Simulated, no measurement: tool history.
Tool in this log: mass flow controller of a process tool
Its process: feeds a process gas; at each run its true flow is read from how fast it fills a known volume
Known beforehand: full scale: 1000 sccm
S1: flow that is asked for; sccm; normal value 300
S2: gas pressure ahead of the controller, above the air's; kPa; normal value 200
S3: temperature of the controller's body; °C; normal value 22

{"run": 1, "day": 0.0, "S1": 300, "S2": 200, "S3": 22, "true flow (%)": 98.34}
{"run": 2, "day": 8.838, "S1": 300, "S2": 200, "S3": 22, "true flow (%)": 98.45}
{"run": 3, "day": 15.488, "S1": 300, "S2": 200, "S3": 22, "true flow (%)": 98.41}
{"run": 4, "day": 19.588, "S1": 300, "S2": 200, "S3": 22, "true flow (%)": 98.53}
{"run": 5, "day": 25.417, "S1": 300, "S2": 200, "S3": 22, "true flow (%)": 98.41}
{"run": 6, "day": 32.604, "S1": 300, "S2": 200, "S3": 22, "true flow (%)": 98.54}
{"run": 7, "day": 38.529, "S1": 300, "S2": 200, "S3": 22, "true flow (%)": 98.46}
{"run": 8, "day": 45.658, "S1": 300, "S2": 200, "S3": 22, "true flow (%)": 98.48}
{"run": 9, "day": 49.888, "S1": 714, "S2": 200, "S3": 22, "true flow (%)": 99.34}
{"run": 10, "day": 57.221, "S1": 300, "S2": 200, "S3": 22, "true flow (%)": 98.57}
{"run": 11, "day": 64.946, "S1": 779, "S2": 277, "S3": 21, "true flow (%)": 99.35}
{"run": 12, "day": 69.221, "S1": 694, "S2": 277, "S3": 28, "true flow (%)": 98.71}
{"run": 13, "day": 74.138, "S1": 386, "S2": 268, "S3": 22, "true flow (%)": 98.31}
{"run": 14, "day": 78.833, "S1": 320, "S2": 268, "S3": 21, "true flow (%)": 98.28}
{"run": 15, "day": 84.825, "S1": 320, "S2": 268, "S3": 21, "true flow (%)": 98.17}
{"run": 16, "day": 93.55, "S1": 320, "S2": 268, "S3": 21, "true flow (%)": 98.4}
{"run": 17, "day": 99.254, "S1": 923, "S2": 271, "S3": 33, "true flow (%)": 98.81}
{"run": 18, "day": 103.254, "S1": 517, "S2": 175, "S3": 22, "true flow (%)": 99.05}
{"run": 19, "day": 108.188, "S1": 517, "S2": 175, "S3": 22, "true flow (%)": 99.04}

Selected run-to-run steps in true flow (%), each split into two signed amounts: the part the tool would show with no hidden state at all (from settings, incoming material and random variation), and the remainder, which goes to the hidden state together with any gauge scatter not common to the measured and the hidden-state-free results:
Hidden conditions of the tool in this case: flow at rest that the sensor doesn't see, % of full scale; true flow over the shown one, %; drift of the gauge itself on true_pct, %.
Run 8 -> 9: S1 300 -> 714. true flow (%) +0.86: hidden state -0.32, all else +1.18.
Run 16 -> 17: S1 320 -> 923, S2 268 -> 271, S3 21 -> 33. true flow (%) +0.41: hidden state -0.42, all else +0.83.
